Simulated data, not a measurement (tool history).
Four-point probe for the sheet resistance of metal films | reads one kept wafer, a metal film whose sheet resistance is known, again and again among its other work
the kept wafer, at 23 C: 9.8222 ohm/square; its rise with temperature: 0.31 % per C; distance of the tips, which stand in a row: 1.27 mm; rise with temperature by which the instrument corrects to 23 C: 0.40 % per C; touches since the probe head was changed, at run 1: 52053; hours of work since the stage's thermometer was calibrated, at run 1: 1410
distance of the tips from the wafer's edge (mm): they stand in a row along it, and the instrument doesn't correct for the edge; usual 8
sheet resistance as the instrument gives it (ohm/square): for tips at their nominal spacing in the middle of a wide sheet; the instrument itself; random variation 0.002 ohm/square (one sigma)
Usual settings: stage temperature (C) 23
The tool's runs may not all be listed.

run	hour	stage temperature (C)	distance of the tips from the wafer's edge (mm)	touches since the probe head was changed	hours of work since the stage's thermometer was calibrated	sheet resistance as the instrument gives it (ohm/square)
1	0.0	23	8	52053	1410	9.951609
2	41.1	23	8	53582	1436	9.955138
3	85.1	23	8	55223	1464	9.956440
4	109.1	23	9	56116	1479	9.925017
5	144.6	23	6	57440	1501	10.052418
6	170.5	23	6	58405	1518	10.051215
7	209.8	23	8	59869	1543	9.956137
8	227.6	23	8	60532	1554	9.956550
9	265.9	23	8	61958	1578	9.956498
10	307.5	23	4	63508	1605	10.324690
11	342.3	34	8	64804	1627	9.857995
12	381.7	34	8	66273	1652	9.856912
13	419.6	34	8	67685	1676	9.855870
14	442.7	23	26	68545	1690	9.836880
15	462.9	25	8	69299	1703	9.936454
# hour 467.5: stage's thermometer calibrated
16	496.0	20	8	70512	18	9.982987
17	539.0	23	8	72114	45	9.954100
18	569.5	23	8	73251	65	9.953725
19	600.0	23	8	74387	84	9.954304
20	628.5	18	3	75446	102	10.731085
21	665.7	33	7	76836	126	9.904415
22	696.5	33	13	77982	145	9.784418
23	715.1	33	13	78676	157	9.783292
24	746.7	21	45	79851	177	9.845351
25	766.3	21	45	80583	189	9.846418
26	808.2	24	43	82142	216	9.817190
27	828.0	24	43	82879	228	9.819767
28	862.3	22	12	84157	250	9.893024
29	896.9	21	12	85446	272	9.903399
30	936.6	25	11	86928	297	9.877176
31	966.3	31	17	88033	316	9.781227
32	989.0	35	4	88880	330	10.219113
33	1012.8	20	16	89766	345	9.886144
34	1033.3	18	19	90530	358	9.895529
35	1072.8	30	12	91999	383	9.820201
36	1108.1	25	14	93315	406	9.844885
37	1130.5	22	5	94149	420	10.160435

How the hidden state differs across the entries between the runs, from the last listed run before each to the first after it:
Between runs 15 and 16: stage's thermometer calibrated (hour 467.5)
  no hidden state differs between the two runs
